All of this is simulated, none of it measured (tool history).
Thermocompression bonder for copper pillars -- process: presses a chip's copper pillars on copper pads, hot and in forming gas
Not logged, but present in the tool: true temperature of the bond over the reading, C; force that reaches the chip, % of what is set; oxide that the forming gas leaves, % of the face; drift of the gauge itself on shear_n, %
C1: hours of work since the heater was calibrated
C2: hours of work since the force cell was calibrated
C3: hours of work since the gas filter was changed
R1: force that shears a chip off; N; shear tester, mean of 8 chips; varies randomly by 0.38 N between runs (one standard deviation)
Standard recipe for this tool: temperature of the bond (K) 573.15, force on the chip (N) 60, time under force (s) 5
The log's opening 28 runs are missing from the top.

run 29 hour=368.3 | temperature_of_the_bond_(K)=563.15 force_on_the_chip_(N)=39 time_under_force_(s)=7 | C1=434 C2=827 C3=70 | R1=39
run 30 hour=379.4 | temperature_of_the_bond_(K)=594.15 force_on_the_chip_(N)=58 time_under_force_(s)=4 | C1=441 C2=834 C3=77 | R1=54.3
run 31 hour=393 | temperature_of_the_bond_(K)=594.15 force_on_the_chip_(N)=58 time_under_force_(s)=4 | C1=449 C2=842 C3=85 | R1=53.3
run 32 hour=402.9 | temperature_of_the_bond_(K)=591.15 force_on_the_chip_(N)=87 time_under_force_(s)=4 | C1=455 C2=848 C3=92 | R1=66.1
run 33 hour=417.3 | temperature_of_the_bond_(K)=591.15 force_on_the_chip_(N)=87 time_under_force_(s)=3 | C1=464 C2=857 C3=101 | R1=61.5
run 34 hour=431.4 | temperature_of_the_bond_(K)=591.15 force_on_the_chip_(N)=42 time_under_force_(s)=3 | C1=473 C2=866 C3=109 | R1=37.5
run 35 hour=442.2 | temperature_of_the_bond_(K)=573.15 force_on_the_chip_(N)=88 time_under_force_(s)=5 | C1=480 C2=873 C3=116 | R1=63.8
run 36 hour=455.1 | temperature_of_the_bond_(K)=573.15 force_on_the_chip_(N)=63 time_under_force_(s)=5 | C1=488 C2=881 C3=124 | R1=53.1
run 37 hour=469.7 | temperature_of_the_bond_(K)=579.15 force_on_the_chip_(N)=43 time_under_force_(s)=14 | C1=497 C2=890 C3=133 | R1=57.9
run 38 hour=480.6 | temperature_of_the_bond_(K)=573.15 force_on_the_chip_(N)=51 time_under_force_(s)=5 | C1=504 C2=897 C3=140 | R1=45.8
run 39 hour=490.5 | temperature_of_the_bond_(K)=573.15 force_on_the_chip_(N)=51 time_under_force_(s)=5 | C1=510 C2=903 C3=146 | R1=45.5
run 40 hour=503 | temperature_of_the_bond_(K)=586.15 force_on_the_chip_(N)=88 time_under_force_(s)=11 | C1=518 C2=911 C3=154 | R1=77
-- hour=512.4 forming gas filter changed
run 41 hour=519.1 | temperature_of_the_bond_(K)=573.15 force_on_the_chip_(N)=42 time_under_force_(s)=8 | C1=527 C2=920 C3=4 | R1=46.2

Here are 3 independent what-if runs from the current tool condition. What would each one return?
run A hour=531.9 | temperature_of_the_bond_(K)=585.15 force_on_the_chip_(N)=42 time_under_force_(s)=8 | C1=535 C2=928 C3=12 | R1=?
run B hour=531.9 | temperature_of_the_bond_(K)=573.15 force_on_the_chip_(N)=60 time_under_force_(s)=10 | C1=535 C2=928 C3=12 | R1=?
run C hour=531.9 | temperature_of_the_bond_(K)=586.15 force_on_the_chip_(N)=60 time_under_force_(s)=3 | C1=535 C2=928 C3=12 | R1=?

run=A R1=50.4
run=B R1=62
run=C R1=48.5
Without the tool's unlogged condition, the same runs would have read:
run=A R1=50.2
run=B R1=61.8
run=C R1=48.3

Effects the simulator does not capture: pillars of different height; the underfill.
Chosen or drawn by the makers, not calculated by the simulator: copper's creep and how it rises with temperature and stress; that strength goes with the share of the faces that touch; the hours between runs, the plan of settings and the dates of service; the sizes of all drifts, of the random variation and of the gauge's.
